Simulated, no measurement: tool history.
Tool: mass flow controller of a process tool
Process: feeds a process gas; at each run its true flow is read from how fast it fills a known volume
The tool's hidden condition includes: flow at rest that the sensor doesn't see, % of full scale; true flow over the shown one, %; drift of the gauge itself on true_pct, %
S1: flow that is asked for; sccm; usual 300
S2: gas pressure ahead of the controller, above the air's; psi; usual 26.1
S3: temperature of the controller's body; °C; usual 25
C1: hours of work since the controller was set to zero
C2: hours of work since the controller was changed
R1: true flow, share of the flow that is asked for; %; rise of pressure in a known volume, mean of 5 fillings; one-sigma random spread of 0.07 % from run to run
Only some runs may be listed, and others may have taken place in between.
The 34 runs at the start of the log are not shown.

{"run": 35, "hour": 13613.9, "S1": 214, "S2": 39.6, "S3": 29, "C1": 689, "C2": 6122, "R1": 110.81}
{"run": 36, "hour": 13849.8, "S1": 372, "S2": 23.2, "S3": 39, "C1": 767, "C2": 6200, "R1": 106.28}
{"run": 37, "hour": 14172.1, "S1": 244, "S2": 22.2, "S3": 25, "C1": 873, "C2": 6307, "R1": 108.29}
{"run": 38, "hour": 14702.4, "S1": 109, "S2": 25.5, "S3": 22, "C1": 1049, "C2": 6482, "R1": 121.44}
{"hour": 14744.0, "done": "controller's zero set anew, once more"}
{"run": 39, "hour": 15108.2, "S1": 120, "S2": 29.9, "S3": 26, "C1": 120, "C2": 6616, "R1": 98.82}
{"run": 40, "hour": 15586.8, "S1": 300, "S2": 20.6, "S3": 25, "C1": 279, "C2": 6775, "R1": 98.29}
{"run": 41, "hour": 15831.5, "S1": 300, "S2": 20.6, "S3": 25, "C1": 360, "C2": 6856, "R1": 98.32}
{"run": 42, "hour": 16149.8, "S1": 303, "S2": 35.8, "S3": 33, "C1": 465, "C2": 6961, "R1": 99.73}
{"run": 43, "hour": 16427.8, "S1": 303, "S2": 35.8, "S3": 33, "C1": 557, "C2": 7053, "R1": 99.76}
{"run": 44, "hour": 16857.6, "S1": 233, "S2": 22.5, "S3": 40, "C1": 699, "C2": 7195, "R1": 100}
{"run": 45, "hour": 17263.8, "S1": 233, "S2": 22.5, "S3": 40, "C1": 833, "C2": 7329, "R1": 100.17}
{"run": 46, "hour": 17720.5, "S1": 233, "S2": 22.5, "S3": 40, "C1": 984, "C2": 7480, "R1": 100.39}
{"run": 47, "hour": 18144.5, "S1": 215, "S2": 38.3, "S3": 23, "C1": 1124, "C2": 7620, "R1": 99.8}
{"run": 48, "hour": 18516.6, "S1": 204, "S2": 26.1, "S3": 22, "C1": 1247, "C2": 7743, "R1": 99.4}

Consider 4 possible next runs. They are alternatives, not a sequence: every one starts from the tool as it was left by run 48. What does each give?
{"run": "A", "hour": 19047.4, "S1": 488, "S2": 23.6, "S3": 25, "C1": 1423, "C2": 7919, "R1": "?"}
{"run": "B", "hour": 19047.4, "S1": 166, "S2": 26.1, "S3": 33, "C1": 1423, "C2": 7919, "R1": "?"}
{"run": "C", "hour": 19047.4, "S1": 314, "S2": 26.1, "S3": 28, "C1": 1423, "C2": 7919, "R1": "?"}
{"run": "D", "hour": 19047.4, "S1": 300, "S2": 31.6, "S3": 25, "C1": 1423, "C2": 7919, "R1": "?"}

run=A R1=99.01
run=B R1=100.8
run=C R1=99.5
run=D R1=99.51
Without the tool's hidden state the same runs would have given:
run=A R1=99.22
run=B R1=99.44
run=C R1=99.26
run=D R1=99.22

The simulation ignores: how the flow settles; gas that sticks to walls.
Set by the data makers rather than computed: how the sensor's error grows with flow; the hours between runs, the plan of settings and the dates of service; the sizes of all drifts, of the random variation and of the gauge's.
